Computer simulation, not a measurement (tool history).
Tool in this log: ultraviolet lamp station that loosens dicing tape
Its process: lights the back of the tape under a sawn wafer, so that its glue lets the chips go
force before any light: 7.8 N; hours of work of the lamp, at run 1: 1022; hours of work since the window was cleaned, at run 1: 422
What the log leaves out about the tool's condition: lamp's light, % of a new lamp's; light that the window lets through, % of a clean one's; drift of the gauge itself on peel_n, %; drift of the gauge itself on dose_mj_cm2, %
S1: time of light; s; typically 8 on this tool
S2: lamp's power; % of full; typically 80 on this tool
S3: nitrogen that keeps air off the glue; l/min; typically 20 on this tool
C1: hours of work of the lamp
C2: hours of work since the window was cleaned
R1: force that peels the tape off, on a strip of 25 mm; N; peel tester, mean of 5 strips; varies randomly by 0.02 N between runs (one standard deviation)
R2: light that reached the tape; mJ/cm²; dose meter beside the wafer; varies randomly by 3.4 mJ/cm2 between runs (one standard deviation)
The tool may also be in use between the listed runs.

| run | hour | S1 | S2 | S3 | C1 | C2 | R1 | R2 |
|---|---|---|---|---|---|---|---|---|
| 1 | 0 | 8 | 80 | 20 | 1022 | 422 | 1.991 | 345 |
| 2 | 62.4 | 8 | 80 | 20 | 1068 | 467 | 2.05 | 334 |
|  | 88.4 | window cleaned of glue's vapour |
| 3 | 117.8 | 8 | 80 | 20 | 1107 | 21 | 1.768 | 381 |
| 4 | 168.1 | 8 | 80 | 20 | 1144 | 58 | 1.831 | 373 |
| 5 | 196.8 | 8 | 80 | 28 | 1165 | 79 | 1.552 | 362 |
| 6 | 226.5 | 8 | 80 | 20 | 1186 | 100 | 1.916 | 361 |
| 7 | 273.8 | 8 | 80 | 20 | 1221 | 135 | 1.942 | 349 |
| 8 | 333.3 | 8 | 80 | 20 | 1264 | 178 | 2.091 | 342 |
| 9 | 372.2 | 8 | 80 | 19 | 1292 | 206 | 2.149 | 335 |
| 10 | 426.7 | 6 | 80 | 20 | 1332 | 246 | 3.045 | 240 |
| 11 | 455.4 | 6 | 80 | 20 | 1353 | 267 | 2.92 | 243 |
| 12 | 502.6 | 8 | 87 | 20 | 1387 | 301 | 2.066 | 341 |
|  | 524.2 | lamp changed |
| 13 | 552.4 | 8 | 87 | 20 | 20 | 337 | 1.057 | 537 |
| 14 | 612.7 | 8 | 87 | 20 | 64 | 380 | 1.014 | 525 |
| 15 | 647.2 | 8 | 80 | 20 | 89 | 405 | 1.285 | 473 |
| 16 | 704.9 | 6 | 80 | 20 | 131 | 447 | 1.984 | 345 |
| 17 | 731.8 | 6 | 80 | 20 | 151 | 467 | 2.06 | 338 |
|  | 762.3 | window cleaned of glue's vapour |
| 18 | 777.1 | 6 | 75 | 13 | 183 | 11 | 2.357 | 363 |
| 19 | 804.9 | 8 | 80 | 11 | 204 | 31 | 1.623 | 511 |
| 20 | 851 | 5 | 80 | 14 | 237 | 64 | 2.61 | 313 |
| 21 | 902.3 | 10 | 80 | 21 | 274 | 102 | 0.772 | 615 |
| 22 | 932.7 | 11 | 83 | 29 | 297 | 124 | 0.5 | 693 |
| 23 | 978.5 | 8 | 100 | 20 | 330 | 157 | 0.842 | 595 |
| 24 | 1024.4 | 15 | 100 | 20 | 363 | 191 | 0.309 | 1088 |
| 25 | 1070.5 | 7 | 76 | 6 | 397 | 224 | 3.117 | 377 |
| 26 | 1097.2 | 7 | 76 | 6 | 416 | 243 | 3.23 | 371 |
| 27 | 1151.2 | 11 | 96 | 21 | 455 | 283 | 0.554 | 716 |
| 28 | 1199 | 11 | 96 | 21 | 490 | 317 | 0.611 | 708 |
| 29 | 1252.6 | 13 | 80 | 21 | 529 | 356 | 0.655 | 678 |
| 30 | 1295.9 | 13 | 80 | 21 | 561 | 388 | 0.672 | 667 |
| 31 | 1342.2 | 13 | 80 | 21 | 594 | 422 | 0.699 | 642 |
| 32 | 1379.4 | 13 | 80 | 21 | 621 | 449 | 0.721 | 626 |
| 33 | 1407.1 | 13 | 80 | 21 | 641 | 469 | 0.784 | 627 |

Each row is a separate what-if for the run after 33, all from the same tool condition, not one after another. Results?
|  | 1434 | window cleaned of glue's vapour |
| A | 1446.6 | 8 | 73 | 20 | 670 | 9 | ? | ? |
|  | 1434 | window cleaned of glue's vapour |
| B | 1446.6 | 11 | 80 | 21 | 670 | 9 | ? | ? |
|  | 1434 | window cleaned of glue's vapour |
| C | 1446.6 | 8 | 80 | 12 | 670 | 9 | ? | ? |

| run | R1 | R2 |
|---|---|---|
| A | 1.538 | 407 |
| B | 0.793 | 620 |
| C | 1.854 | 454 |
Had the tool no hidden state, the same runs would have come out as:
| run | R1 | R2 |
|---|---|---|
| A | 1.102 | 502 |
| B | 0.537 | 766 |
| C | 1.368 | 559 |
